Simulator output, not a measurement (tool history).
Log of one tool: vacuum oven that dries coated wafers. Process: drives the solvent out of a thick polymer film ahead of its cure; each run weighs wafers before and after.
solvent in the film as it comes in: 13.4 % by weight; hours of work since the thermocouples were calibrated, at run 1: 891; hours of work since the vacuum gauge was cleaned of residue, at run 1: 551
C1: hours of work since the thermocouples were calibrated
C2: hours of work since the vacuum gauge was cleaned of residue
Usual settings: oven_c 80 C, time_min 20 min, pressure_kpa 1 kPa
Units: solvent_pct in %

{"run": 1, "hour": 0.0, "oven_c": 80, "time_min": 20, "pressure_kpa": 1, "C1": 891, "C2": 551, "solvent_pct": 1.83}
{"run": 2, "hour": 38.2, "oven_c": 80, "time_min": 20, "pressure_kpa": 1, "C1": 918, "C2": 579, "solvent_pct": 1.8}
{"run": 3, "hour": 55.6, "oven_c": 80, "time_min": 20, "pressure_kpa": 1, "C1": 931, "C2": 592, "solvent_pct": 1.84}
{"run": 4, "hour": 97.8, "oven_c": 80, "time_min": 20, "pressure_kpa": 1, "C1": 962, "C2": 622, "solvent_pct": 1.8}
{"run": 5, "hour": 119.3, "oven_c": 80, "time_min": 20, "pressure_kpa": 1, "C1": 977, "C2": 638, "solvent_pct": 1.85}
{"run": 6, "hour": 161.9, "oven_c": 80, "time_min": 20, "pressure_kpa": 1, "C1": 1008, "C2": 669, "solvent_pct": 1.83}
{"run": 7, "hour": 201.9, "oven_c": 80, "time_min": 20, "pressure_kpa": 1, "C1": 1037, "C2": 698, "solvent_pct": 1.86}
{"run": 8, "hour": 230.3, "oven_c": 80, "time_min": 20, "pressure_kpa": 1, "C1": 1058, "C2": 719, "solvent_pct": 1.77}
{"run": 9, "hour": 267.1, "oven_c": 77, "time_min": 22, "pressure_kpa": 1, "C1": 1085, "C2": 745, "solvent_pct": 2.16}
{"run": 10, "hour": 297.5, "oven_c": 82, "time_min": 14, "pressure_kpa": 0.79, "C1": 1107, "C2": 767, "solvent_pct": 2.14}
{"run": 11, "hour": 322.0, "oven_c": 82, "time_min": 14, "pressure_kpa": 0.79, "C1": 1124, "C2": 785, "solvent_pct": 2.1}
{"run": 12, "hour": 340.1, "oven_c": 82, "time_min": 14, "pressure_kpa": 0.79, "C1": 1138, "C2": 798, "solvent_pct": 2.11}
{"run": 13, "hour": 382.5, "oven_c": 79, "time_min": 20, "pressure_kpa": 2.77, "C1": 1168, "C2": 829, "solvent_pct": 3.52}
{"run": 14, "hour": 401.6, "oven_c": 80, "time_min": 24, "pressure_kpa": 2.23, "C1": 1182, "C2": 843, "solvent_pct": 2.57}

3 ways to go on from here, each from the tool as it stands after run 14. What would each give?
{"run": "A", "hour": 426.4, "oven_c": 81, "time_min": 26, "pressure_kpa": 1.68, "C1": 1200, "C2": 861, "solvent_pct": "?"}
{"run": "B", "hour": 426.4, "oven_c": 87, "time_min": 34, "pressure_kpa": 1, "C1": 1200, "C2": 861, "solvent_pct": "?"}
{"run": "C", "hour": 426.4, "oven_c": 80, "time_min": 20, "pressure_kpa": 0.7, "C1": 1200, "C2": 861, "solvent_pct": "?"}

run=A solvent_pct=1.78
run=B solvent_pct=0.68
run=C solvent_pct=1.53
Without the tool's hidden state the same runs would have given:
run=A solvent_pct=1.98
run=B solvent_pct=0.69
run=C solvent_pct=1.82
